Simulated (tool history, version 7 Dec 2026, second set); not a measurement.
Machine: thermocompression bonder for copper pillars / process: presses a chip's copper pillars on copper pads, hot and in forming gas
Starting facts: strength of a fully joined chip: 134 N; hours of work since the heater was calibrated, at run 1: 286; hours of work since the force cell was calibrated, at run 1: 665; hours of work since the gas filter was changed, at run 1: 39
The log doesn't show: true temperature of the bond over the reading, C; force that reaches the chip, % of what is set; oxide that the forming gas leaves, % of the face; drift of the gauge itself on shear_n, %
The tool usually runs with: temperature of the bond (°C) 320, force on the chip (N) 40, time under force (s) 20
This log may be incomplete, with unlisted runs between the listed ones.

run	day	temperature of the bond (°C)	force on the chip (N)	time under force (s)	hours of work since the heater was calibrated	hours of work since the force cell was calibrated	hours of work since the gas filter was changed	force that shears a chip off (N)
1	0	320	40	20	286	665	39	84.1
2	1.512	320	40	20	303	682	56	83.8
3	2.942	320	40	52	319	698	72	106.5
4	4.521	320	40	20	337	716	90	83.6
5	5.462	320	40	43	348	726	100	100.2
6	6.996	320	40	43	365	744	117	101.3
# day 7.829: forming gas filter changed
7	8.65	320	40	43	383	762	9	105.3
8	9.688	320	40	43	395	774	21	104.5
9	11.079	320	40	43	411	789	36	101.7
10	12.108	320	40	43	422	801	48	103.3
11	13.583	320	40	43	439	817	65	102.2
# day 13.738: heater calibrated with a thermocouple chip
12	15.104	320	40	43	15	834	81	102.6
13	16.783	320	27	20	34	852	100	65.5
14	17.875	320	40	52	46	865	112	104.4
# day 19.158: forming gas filter changed
15	19.279	320	40	52	62	880	1	109.7
16	20.4	320	40	52	75	893	14	108.6
# day 21.167: heater calibrated with a thermocouple chip, once more
17	21.233	320	40	23	1	901	22	84.6
18	22.354	318	40	23	13	914	35	84.5
19	23.471	318	40	23	26	926	47	84.1
20	25.029	318	58	23	43	944	65	101.3
21	25.871	305	45	23	53	953	74	81.5
22	27.558	305	30	11	72	972	93	45.3
23	29.167	305	33	35	90	990	111	73.6
# day 30.442: forming gas filter changed
24	30.721	305	33	35	107	1007	3	76.1
25	31.583	305	33	35	117	1017	13	75.8
26	33.179	337	28	46	135	1035	31	95.9
27	34.183	337	28	46	146	1046	42	96.1
28	35.779	333	29	30	164	1064	60	83.7
29	36.783	312	49	20	175	1076	71	86.4
30	37.6	305	25	11	184	1085	80	39.6
31	38.412	305	25	11	193	1094	89	39.1
32	39.258	307	54	17	203	1103	99	84.5
33	40.233	305	33	52	214	1114	110	85.1
34	41.429	305	33	52	227	1128	123	83
# day 41.721: forming gas filter changed
35	42.625	345	28	57	240	1141	10	106.3
36	44.054	301	45	57	256	1157	26	102
37	45.738	331	39	16	275	1176	45	83.1
38	46.592	331	39	16	285	1185	55	84
39	47.683	332	27	15	297	1198	67	63.2

What differs in the tool's unlogged condition from the final listed run ahead of each entry between runs to the first listed run following it?
After run 6, before run 7: forming gas filter changed (day 7.829)
  true temperature of the bond over the reading, C: 3.1 -> 3.3; force that reaches the chip, % of what is set: 96.4 -> 96.3; oxide that the forming gas leaves, % of the face: 4.46 -> 0.79
  measured value less the no-hidden-state value, force that shears a chip off (N): -4 -> -0.1
After run 11, before run 12: heater calibrated with a thermocouple chip (day 13.738)
  true temperature of the bond over the reading, C: 3.7 -> 4.8; oxide that the forming gas leaves, % of the face: 2.48 -> 2.93
  measured value less the no-hidden-state value, force that shears a chip off (N): -1.7 -> -1.6
After run 14, before run 15: forming gas filter changed (day 19.158)
  true temperature of the bond over the reading, C: 5 -> 5.1; force that reaches the chip, % of what is set: 95.8 -> 95.7; oxide that the forming gas leaves, % of the face: 3.85 -> 0.6
  measured value less the no-hidden-state value, force that shears a chip off (N): -2.7 -> +0.9
After run 16, before run 17: heater calibrated with a thermocouple chip, once more (day 21.167)
  true temperature of the bond over the reading, C: 5.2 -> -0.7; oxide that the forming gas leaves, % of the face: 1 -> 1.27
  measured value less the no-hidden-state value, force that shears a chip off (N): +0.5 -> -3.4
After run 23, before run 24: forming gas filter changed (day 30.442)
  true temperature of the bond over the reading, C: -0.1 -> 0; oxide that the forming gas leaves, % of the face: 3.97 -> 0.67
  measured value less the no-hidden-state value, force that shears a chip off (N): -5.2 -> -2.6
After run 34, before run 35: forming gas filter changed (day 41.721)
  true temperature of the bond over the reading, C: 0.9 -> 1; force that reaches the chip, % of what is set: 94.6 -> 94.5; oxide that the forming gas leaves, % of the face: 4.35 -> 0.92
  measured value less the no-hidden-state value, force that shears a chip off (N): -5.6 -> -2.4

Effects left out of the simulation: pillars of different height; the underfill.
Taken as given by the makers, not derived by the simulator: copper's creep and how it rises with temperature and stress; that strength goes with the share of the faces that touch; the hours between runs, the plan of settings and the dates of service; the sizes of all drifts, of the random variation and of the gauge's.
